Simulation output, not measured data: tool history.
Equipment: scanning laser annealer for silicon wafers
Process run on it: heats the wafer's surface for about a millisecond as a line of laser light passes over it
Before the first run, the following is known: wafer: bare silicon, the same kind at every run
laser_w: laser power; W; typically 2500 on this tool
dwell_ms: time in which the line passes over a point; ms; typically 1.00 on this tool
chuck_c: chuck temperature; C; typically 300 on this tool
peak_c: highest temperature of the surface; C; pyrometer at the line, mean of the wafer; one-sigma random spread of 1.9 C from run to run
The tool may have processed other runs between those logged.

{"run": 1, "hour": 0.0, "laser_w": 2500, "dwell_ms": 1.0, "chuck_c": 300, "peak_c": 1115}
{"run": 2, "hour": 6.9, "laser_w": 2500, "dwell_ms": 1.0, "chuck_c": 300, "peak_c": 1113}
{"run": 3, "hour": 12.4, "laser_w": 2163, "dwell_ms": 1.0, "chuck_c": 300, "peak_c": 1012}
{"run": 4, "hour": 19.8, "laser_w": 2163, "dwell_ms": 1.0, "chuck_c": 300, "peak_c": 1009}
{"run": 5, "hour": 24.4, "laser_w": 2354, "dwell_ms": 1.0, "chuck_c": 300, "peak_c": 1070}
{"run": 6, "hour": 34.3, "laser_w": 2354, "dwell_ms": 1.0, "chuck_c": 300, "peak_c": 1068}
{"run": 7, "hour": 43.7, "laser_w": 2354, "dwell_ms": 1.0, "chuck_c": 337, "peak_c": 1107}
{"run": 8, "hour": 52.7, "laser_w": 2354, "dwell_ms": 1.0, "chuck_c": 337, "peak_c": 1103}
{"run": 9, "hour": 60.8, "laser_w": 2354, "dwell_ms": 1.0, "chuck_c": 337, "peak_c": 1104}
{"run": 10, "hour": 70.2, "laser_w": 2500, "dwell_ms": 1.0, "chuck_c": 300, "peak_c": 1113}
{"run": 11, "hour": 76.9, "laser_w": 2500, "dwell_ms": 1.0, "chuck_c": 278, "peak_c": 1094}
{"run": 12, "hour": 81.9, "laser_w": 2500, "dwell_ms": 1.0, "chuck_c": 278, "peak_c": 1090}
{"run": 13, "hour": 91.1, "laser_w": 2500, "dwell_ms": 1.0, "chuck_c": 300, "peak_c": 1110}
{"run": 14, "hour": 95.3, "laser_w": 2500, "dwell_ms": 0.79, "chuck_c": 300, "peak_c": 1012}
{"run": 15, "hour": 103.0, "laser_w": 2500, "dwell_ms": 0.79, "chuck_c": 300, "peak_c": 1017}
{"run": 16, "hour": 110.6, "laser_w": 2500, "dwell_ms": 0.79, "chuck_c": 300, "peak_c": 1012}
{"run": 17, "hour": 118.4, "laser_w": 2500, "dwell_ms": 0.79, "chuck_c": 300, "peak_c": 1016}
{"run": 18, "hour": 126.3, "laser_w": 2500, "dwell_ms": 0.79, "chuck_c": 300, "peak_c": 1013}
{"run": 19, "hour": 130.9, "laser_w": 2500, "dwell_ms": 0.79, "chuck_c": 300, "peak_c": 1016}
{"run": 20, "hour": 138.6, "laser_w": 2500, "dwell_ms": 0.79, "chuck_c": 324, "peak_c": 1037}
{"run": 21, "hour": 144.0, "laser_w": 2152, "dwell_ms": 0.77, "chuck_c": 291, "peak_c": 903}
{"run": 22, "hour": 149.1, "laser_w": 2500, "dwell_ms": 1.17, "chuck_c": 313, "peak_c": 1200}
{"run": 23, "hour": 155.0, "laser_w": 2431, "dwell_ms": 1.0, "chuck_c": 300, "peak_c": 1093}
{"run": 24, "hour": 163.8, "laser_w": 2274, "dwell_ms": 0.81, "chuck_c": 265, "peak_c": 926}
{"run": 25, "hour": 172.5, "laser_w": 2647, "dwell_ms": 1.24, "chuck_c": 295, "peak_c": 1262}
{"run": 26, "hour": 177.6, "laser_w": 2647, "dwell_ms": 1.24, "chuck_c": 295, "peak_c": 1259}
{"run": 27, "hour": 183.3, "laser_w": 2719, "dwell_ms": 0.76, "chuck_c": 316, "peak_c": 1068}
{"run": 28, "hour": 193.3, "laser_w": 2333, "dwell_ms": 1.23, "chuck_c": 300, "peak_c": 1150}
{"run": 29, "hour": 198.5, "laser_w": 2333, "dwell_ms": 1.23, "chuck_c": 337, "peak_c": 1187}
{"run": 30, "hour": 207.7, "laser_w": 2244, "dwell_ms": 0.92, "chuck_c": 300, "peak_c": 1000}
{"run": 31, "hour": 212.2, "laser_w": 2349, "dwell_ms": 0.71, "chuck_c": 297, "peak_c": 929}
{"run": 32, "hour": 216.3, "laser_w": 2349, "dwell_ms": 0.71, "chuck_c": 297, "peak_c": 931}
{"run": 33, "hour": 221.5, "laser_w": 2168, "dwell_ms": 0.89, "chuck_c": 296, "peak_c": 961}
{"run": 34, "hour": 227.4, "laser_w": 2168, "dwell_ms": 0.89, "chuck_c": 292, "peak_c": 958}
{"run": 35, "hour": 232.6, "laser_w": 2218, "dwell_ms": 1.08, "chuck_c": 318, "peak_c": 1074}
{"run": 36, "hour": 236.7, "laser_w": 2691, "dwell_ms": 0.91, "chuck_c": 267, "peak_c": 1093}
{"run": 37, "hour": 241.6, "laser_w": 2521, "dwell_ms": 1.15, "chuck_c": 300, "peak_c": 1184}
{"run": 38, "hour": 246.9, "laser_w": 2243, "dwell_ms": 1.0, "chuck_c": 294, "peak_c": 1027}
{"run": 39, "hour": 256.4, "laser_w": 2494, "dwell_ms": 1.18, "chuck_c": 300, "peak_c": 1188}
{"run": 40, "hour": 264.9, "laser_w": 2494, "dwell_ms": 1.18, "chuck_c": 300, "peak_c": 1188}

Hidden state or all else? Some run-to-run changes of peak_c, split into what the settings, what came in and random variation would give without the hidden state, and what is left for the hidden state (with any gauge scatter that isn't in both results):
Hidden state at play: light that passes the window, % of a clean one's; laser's true power over the reading, %; width of the line over the set one, %; drift of the gauge itself on peak_c, C.
Run 21 -> 22: laser_w 2152 -> 2500, dwell_ms 0.77 -> 1.17, chuck_c 291 -> 313. peak_c +297 C: hidden state -2, all else +299.
Run 24 -> 25: laser_w 2274 -> 2647, dwell_ms 0.81 -> 1.24, chuck_c 265 -> 295. peak_c +336 C: hidden state -2, all else +338.
Run 26 -> 27: laser_w 2647 -> 2719, dwell_ms 1.24 -> 0.76, chuck_c 295 -> 316. peak_c -191 C: hidden state +2, all else -193.
